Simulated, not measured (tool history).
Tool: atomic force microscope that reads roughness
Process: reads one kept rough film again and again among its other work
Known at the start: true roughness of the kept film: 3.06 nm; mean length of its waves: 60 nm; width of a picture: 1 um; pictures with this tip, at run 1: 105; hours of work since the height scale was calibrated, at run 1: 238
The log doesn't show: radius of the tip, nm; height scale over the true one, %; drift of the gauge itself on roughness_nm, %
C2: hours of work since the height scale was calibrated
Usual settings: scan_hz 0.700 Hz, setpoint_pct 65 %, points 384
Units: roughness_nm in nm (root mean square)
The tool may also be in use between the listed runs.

run 1 hour=0.0 | scan_hz=0.700 setpoint_pct=65 points=384 | pictures_with_this_tip=105 C2=238 | roughness_nm=2.806
run 2 hour=26.8 | scan_hz=0.700 setpoint_pct=65 points=980 | pictures_with_this_tip=128 C2=251 | roughness_nm=2.798
run 3 hour=47.0 | scan_hz=0.700 setpoint_pct=65 points=980 | pictures_with_this_tip=145 C2=261 | roughness_nm=2.807
-- hour=60.4 new tip fitted
run 4 hour=73.4 | scan_hz=0.700 setpoint_pct=83 points=384 | pictures_with_this_tip=12 C2=274 | roughness_nm=2.726
run 5 hour=101.0 | scan_hz=1.726 setpoint_pct=65 points=384 | pictures_with_this_tip=35 C2=288 | roughness_nm=2.746
run 6 hour=121.8 | scan_hz=1.726 setpoint_pct=65 points=384 | pictures_with_this_tip=53 C2=298 | roughness_nm=2.716
run 7 hour=134.8 | scan_hz=0.700 setpoint_pct=65 points=262 | pictures_with_this_tip=64 C2=305 | roughness_nm=2.849
run 8 hour=153.7 | scan_hz=0.700 setpoint_pct=65 points=262 | pictures_with_this_tip=80 C2=314 | roughness_nm=2.824
run 9 hour=172.5 | scan_hz=1.377 setpoint_pct=62 points=443 | pictures_with_this_tip=96 C2=324 | roughness_nm=2.779
run 10 hour=189.6 | scan_hz=0.536 setpoint_pct=59 points=384 | pictures_with_this_tip=111 C2=332 | roughness_nm=2.870
run 11 hour=215.4 | scan_hz=0.536 setpoint_pct=59 points=384 | pictures_with_this_tip=133 C2=345 | roughness_nm=2.855
run 12 hour=235.6 | scan_hz=0.701 setpoint_pct=87 points=439 | pictures_with_this_tip=150 C2=355 | roughness_nm=2.597
-- hour=243.3 new tip fitted
run 13 hour=256.1 | scan_hz=0.701 setpoint_pct=87 points=439 | pictures_with_this_tip=11 C2=365 | roughness_nm=2.691
run 14 hour=275.6 | scan_hz=0.701 setpoint_pct=87 points=439 | pictures_with_this_tip=27 C2=375 | roughness_nm=2.667
run 15 hour=299.0 | scan_hz=1.448 setpoint_pct=78 points=409 | pictures_with_this_tip=47 C2=387 | roughness_nm=2.574
run 16 hour=319.9 | scan_hz=1.448 setpoint_pct=78 points=409 | pictures_with_this_tip=65 C2=397 | roughness_nm=2.558

Forecast each of these 3 alternatives for the next run:
run A hour=344.0 | scan_hz=1.286 setpoint_pct=73 points=461 | pictures_with_this_tip=86 C2=409 | roughness_nm=?
run B hour=344.0 | scan_hz=0.700 setpoint_pct=65 points=497 | pictures_with_this_tip=86 C2=409 | roughness_nm=?
run C hour=344.0 | scan_hz=0.706 setpoint_pct=84 points=814 | pictures_with_this_tip=86 C2=409 | roughness_nm=?

run=A roughness_nm=2.643
run=B roughness_nm=2.842
run=C roughness_nm=2.653
Without the tool's hidden state the same runs would have given:
run=A roughness_nm=2.710
run=B roughness_nm=2.914
run=C roughness_nm=2.721
